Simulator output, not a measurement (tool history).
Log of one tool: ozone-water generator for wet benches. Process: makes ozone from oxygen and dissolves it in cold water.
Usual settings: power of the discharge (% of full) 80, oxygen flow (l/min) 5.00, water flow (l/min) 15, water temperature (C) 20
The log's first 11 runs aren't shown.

| run | hour | power of the discharge (% of full) | oxygen flow (l/min) | water flow (l/min) | water temperature (C) | dissolved ozone (ppm) | ozone in the gas ahead of the water (g/m3) |
|---|---|---|---|---|---|---|---|
| 12 | 280.3 | 80 | 4.99 | 15 | 20 | 20.6 | 190.1 |
| 13 | 307.5 | 80 | 5.00 | 15 | 12 | 23.3 | 190.0 |
| 14 | 332.7 | 80 | 5.00 | 15 | 12 | 23.6 | 187.5 |
| 15 | 357.6 | 80 | 5.00 | 15 | 12 | 23.5 | 189.2 |
| 16 | 377.4 | 80 | 5.00 | 15 | 20 | 20.9 | 191.3 |
| 17 | 401.9 | 80 | 5.00 | 15 | 20 | 20.6 | 189.2 |
|  | 405.5 | water thermometer calibrated |
| 18 | 422.1 | 80 | 8.45 | 15 | 20 | 20.9 | 155.1 |
| 19 | 445.6 | 80 | 5.00 | 15 | 27 | 18.1 | 189.9 |
| 20 | 475.4 | 80 | 5.00 | 15 | 27 | 18.3 | 189.0 |
| 21 | 495.4 | 88 | 5.00 | 12 | 13 | 29.1 | 201.2 |
| 22 | 519.1 | 88 | 5.00 | 12 | 13 | 29.4 | 199.9 |
| 23 | 554.7 | 88 | 5.00 | 12 | 24 | 23.9 | 202.3 |
| 24 | 584.0 | 88 | 5.00 | 12 | 24 | 23.8 | 202.5 |
|  | 597.8 | water thermometer calibrated, once more |
| 25 | 616.6 | 80 | 2.50 | 15 | 20 | 18.2 | 245.3 |
| 26 | 645.2 | 78 | 5.00 | 15 | 24 | 18.8 | 185.8 |
| 27 | 664.2 | 78 | 5.00 | 15 | 24 | 18.8 | 187.3 |
| 28 | 695.0 | 46 | 5.00 | 23 | 20 | 9.6 | 129.5 |
| 29 | 709.9 | 80 | 7.31 | 20 | 18 | 17.6 | 164.3 |
| 30 | 741.5 | 67 | 5.00 | 16 | 20 | 17.3 | 167.1 |
| 31 | 767.3 | 80 | 5.00 | 16 | 15 | 21.0 | 188.7 |
| 32 | 801.3 | 80 | 5.00 | 16 | 15 | 21.1 | 188.5 |

Forecast run 33:
| 33 | 829.0 | 85 | 7.33 | 15 | 20 | ? | ? |

Run 33 gave dissolved ozone (ppm) 21.5, ozone in the gas ahead of the water (g/m3) 172.9.
Without the tool's hidden state the same run would have given dissolved ozone (ppm) 22.8, ozone in the gas ahead of the water (g/m3) 175.6.
